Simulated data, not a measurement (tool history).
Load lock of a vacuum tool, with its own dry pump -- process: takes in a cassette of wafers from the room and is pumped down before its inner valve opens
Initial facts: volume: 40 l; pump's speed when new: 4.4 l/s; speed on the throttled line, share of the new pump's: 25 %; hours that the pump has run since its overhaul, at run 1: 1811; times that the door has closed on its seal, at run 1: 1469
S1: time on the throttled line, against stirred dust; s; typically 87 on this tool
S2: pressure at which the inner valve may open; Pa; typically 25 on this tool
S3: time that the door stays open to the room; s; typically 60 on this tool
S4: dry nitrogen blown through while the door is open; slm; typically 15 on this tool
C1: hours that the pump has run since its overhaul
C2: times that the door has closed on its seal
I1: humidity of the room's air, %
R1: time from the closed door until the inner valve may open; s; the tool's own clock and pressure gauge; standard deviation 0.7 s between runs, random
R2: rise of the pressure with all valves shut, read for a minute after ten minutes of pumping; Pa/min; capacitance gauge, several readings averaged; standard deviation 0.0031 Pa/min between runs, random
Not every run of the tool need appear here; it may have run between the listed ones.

run	day	S1	S2	S3	S4	C1	C2	I1	R1	R2
1	0	87	25	60	15	1811	1469	44.1	142.7	0.06
2	8.708	87	25	60	5	2020	1866	43.6	144.2	0.075
3	12.992	87	25	60	5	2122	2061	42.3	144.2	0.073
4	19.267	87	25	60	15	2273	2348	45	143	0.063
5	25.292	87	25	60	15	2418	2622	45.3	142.7	0.065
6	28.996	87	25	60	15	2507	2791	45	145.7	0.063
7	33.125	87	25	60	15	2606	2979	46.4	143.5	0.068
8	36.675	87	25	72	15	2691	3141	46.8	144.2	0.075
9	44.162	87	19	72	15	2870	3482	44.4	145.1	0.071
10	51.496	87	19	72	15	3047	3817	44.8	147.5	0.073
11	55.546	87	19	72	15	3144	4001	46	147.9	0.077
12	63.329	87	19	72	15	3331	4356	47.9	148.4	0.074
13	70.475	87	25	60	15	3502	4682	46.6	144	0.076
14	74.438	87	25	60	15	3597	4863	47	145.1	0.073
15	82.446	87	25	60	15	3789	5228	45.6	144.5	0.071
16	87.288	87	25	60	15	3906	5448	44.2	143.7	0.073
17	94.946	87	25	60	12	4089	5798	44.3	144.4	0.078
18	102.204	87	25	60	15	4264	6128	48.1	145.2	0.079
19	108.129	148	43	34	32	4406	6398	48.8	183.4	0.045
20	111.729	150	27	60	15	4492	6563	46.6	190.5	0.075
21	119.308	44	25	143	8	4674	6908	46.2	111.7	0.138
22	124.996	66	25	60	15	4811	7167	45.5	128.7	0.077
23	130.267	52	48	60	15	4937	7408	45.3	112.8	0.077
24	137.421	52	32	60	15	5109	7734	41.7	115.9	0.072
25	142.021	88	31	70	44	5219	7943	45.9	143	0.063
26	148.671	52	40	70	44	5379	8247	41.9	113.9	0.06
27	157.062	84	35	147	13	5580	8629	46.2	138.3	0.139
28	163.721	87	25	197	24	5740	8933	47.9	144.4	0.148
29	171.362	87	25	197	24	5923	9281	44.7	144.8	0.136
30	177.617	50	39	53	12	6073	9566	44.7	113.9	0.086
31	183.908	115	39	53	10	6224	9853	48.2	160.3	0.09
32	189.321	115	39	53	10	6354	10100	48	162.4	0.093
33	194.646	115	39	134	11	6482	10342	46.2	162.4	0.145
34	203.333	115	39	134	11	6691	10738	44.8	162.2	0.143
35	210.283	115	39	134	11	6857	11055	45.5	163	0.143
36	215.846	115	39	134	11	6991	11309	46.3	162.4	0.14

Had the tool no unlogged condition, and each run kept its random variation, what would the results have been?
Hidden state at play: pump's speed, % of a new pump's; leak at the door's seal, Pa l/s; drift of the gauge itself on ready_s, %; drift of the gauge itself on rise_pa_min, %.
run	R1	R2
1	141.3	0.057
2	142.7	0.071
3	142.7	0.069
4	141.4	0.058
5	141	0.059
6	143.9	0.057
7	141.7	0.062
8	142.4	0.068
9	143	0.063
10	145.3	0.064
11	145.6	0.068
12	146	0.064
13	141.6	0.064
14	142.7	0.062
15	142	0.059
16	141.2	0.061
17	141.7	0.064
18	142.5	0.064
19	181.6	0.029
20	188.5	0.059
21	108.1	0.121
22	125.3	0.059
23	109.5	0.058
24	112.3	0.052
25	139.9	0.042
26	110.3	0.038
27	135	0.116
28	140.6	0.124
29	140.9	0.111
30	109.8	0.059
31	157.3	0.062
32	159.3	0.065
33	159.2	0.115
34	158.8	0.112
35	159.6	0.111
36	159	0.107
